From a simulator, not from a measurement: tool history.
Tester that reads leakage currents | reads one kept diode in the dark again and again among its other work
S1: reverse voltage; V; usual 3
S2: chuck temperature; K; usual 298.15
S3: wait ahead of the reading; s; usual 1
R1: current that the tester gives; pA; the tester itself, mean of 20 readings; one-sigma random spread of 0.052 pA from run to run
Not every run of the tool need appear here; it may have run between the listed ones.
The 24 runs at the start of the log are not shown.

| run | day | S1 | S2 | S3 | R1 |
|---|---|---|---|---|---|
| 25 | 35.125 | 9.84 | 315.15 | 4.28 | 30.22 |
| 26 | 36.204 | 4.83 | 319.15 | 3.13 | 27.27 |
| 27 | 38.054 | 4.83 | 319.15 | 3.13 | 27.14 |
| 28 | 39.538 | 4.83 | 319.15 | 3.13 | 27.28 |
| 29 | 40.538 | 10.12 | 300.15 | 0.65 | 11.61 |
| 30 | 41.917 | 2.33 | 295.15 | 1.79 | 3 |
| 31 | 43.254 | 3.35 | 325.15 | 1.79 | 34.66 |
| 32 | 44.321 | 15.79 | 298.15 | 1 | 13.56 |
| 33 | 45.912 | 3 | 298.15 | 0.76 | 4.63 |
| 34 | 47.508 | 6.72 | 307.15 | 0.56 | 14.85 |
| 35 | 49.175 | 3.45 | 302.15 | 7.38 | 6.35 |

Predict each of these 5 candidate next runs independently; none follows another, all start after run 35:
| A | 50.533 | 5.29 | 307.15 | 1 | ? |
| B | 50.533 | 3.45 | 302.15 | 5.47 | ? |
| C | 50.533 | 11.13 | 296.15 | 1.79 | ? |
| D | 50.533 | 5.98 | 302.15 | 7.38 | ? |
| E | 50.533 | 5.46 | 303.15 | 2.66 | ? |

| run | R1 |
|---|---|
| A | 12.57 |
| B | 6.5 |
| C | 9.54 |
| D | 9.17 |
| E | 9.31 |
Stripped of hidden state, with their random variation kept, the same runs would have yielded:
| run | R1 |
|---|---|
| A | 12.45 |
| B | 6.31 |
| C | 7.74 |
| D | 8.61 |
| E | 8.89 |
